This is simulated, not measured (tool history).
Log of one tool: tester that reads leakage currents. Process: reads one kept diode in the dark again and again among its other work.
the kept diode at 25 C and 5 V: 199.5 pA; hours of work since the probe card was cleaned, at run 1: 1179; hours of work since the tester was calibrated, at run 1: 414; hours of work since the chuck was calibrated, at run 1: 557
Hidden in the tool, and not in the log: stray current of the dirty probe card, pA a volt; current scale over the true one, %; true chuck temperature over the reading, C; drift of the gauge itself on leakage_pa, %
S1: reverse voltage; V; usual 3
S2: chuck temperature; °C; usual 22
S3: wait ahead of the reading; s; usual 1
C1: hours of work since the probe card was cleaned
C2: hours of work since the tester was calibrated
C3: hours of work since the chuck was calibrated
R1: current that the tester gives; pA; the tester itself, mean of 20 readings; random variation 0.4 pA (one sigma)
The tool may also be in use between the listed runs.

run    hour     S1  S2    S3    C1    C2    C3       R1
  1       0      3  22     1  1179   414   557   131.86
  2    23.7      3  22     1  1197   432   575    131.3
  3    43.9      3  22     1  1212   447   590   132.04
  4    70.6      3  22     1  1232   467   610   131.56
  5    96.7      3  22     1  1252   487   630      132
  6   125.7      3  22     1  1274   508   652   132.03
  7   161.7      3  22  0.34  1301   536   679   132.29
  8   200.6      3  22  0.57  1331   565   709    132.2
  9   219.7      3  22  1.12  1345   579   723   131.87
 10   265.3      3  22     1  1379   614   757   132.14
 11   305.5      3  22     1  1410   644   788   131.94
 12   342.2   4.42  22     1  1437   672   815    149.1
 13   363.8   4.42  22  0.33  1454   688   832   150.11
 14   406.2      3  22     1  1486   720   864   131.15
 15   452.4      3  22     1  1520   755   898   131.76
 16   491.9      3  53     1  1550   785   928  1466.15
 17   535.3      3  22  0.81  1583   817   961   131.47
 18   572.2      3  22  0.81  1611   845   989   132.28
 19   618.9      3  22  0.81  1646   881  1024   131.85
 20   643.3      3  22  0.81  1665   899  1043   131.81
 21     685      3  24  0.59  1696   930  1074   156.75
 22   707.1      3  27  0.59  1713   947  1091    202.5
 23     729   4.81  23  0.61  1729   964  1107   166.31
 24   760.4   4.81  23  0.55  1753   987  1131   167.51
 25     785   4.81  23  0.55  1771  1006  1149   166.26
 26   826.7  14.15  52     1  1803  1037  1181  2260.28
 27   846.4  14.15  52     1  1818  1052  1196  2251.08
 28   875.5   6.01  26  2.57  1840  1074  1218   230.28
 29   917.5   6.01  26  2.57  1871  1106  1249   229.72
 30   955.3   6.01  26  2.57  1900  1134  1278   229.35
 31   999.4      3  21  0.56  1933  1168  1311   120.18
 32  1038.1      3  21  0.56  1962  1197  1340   121.27
 33  1058.5      3  28     1  1978  1212  1356   218.95
 34  1081.3   5.05  22  0.82  1995  1229  1373   155.77
 35  1124.5      3  22  4.24  2028  1262  1405   131.71
 36  1153.2      3  22  4.24  2049  1284  1427   132.13
 37  1176.1   5.63  23   6.9  2066  1301  1444   175.36

The next listed run, before its measurement:
 38  1200.9  9.12  22   1  2085  1320  1463   ?

{"run 38": {"R1": 187.98}}
Without the tool's hidden state the same run would have given R1 187.87 pA.
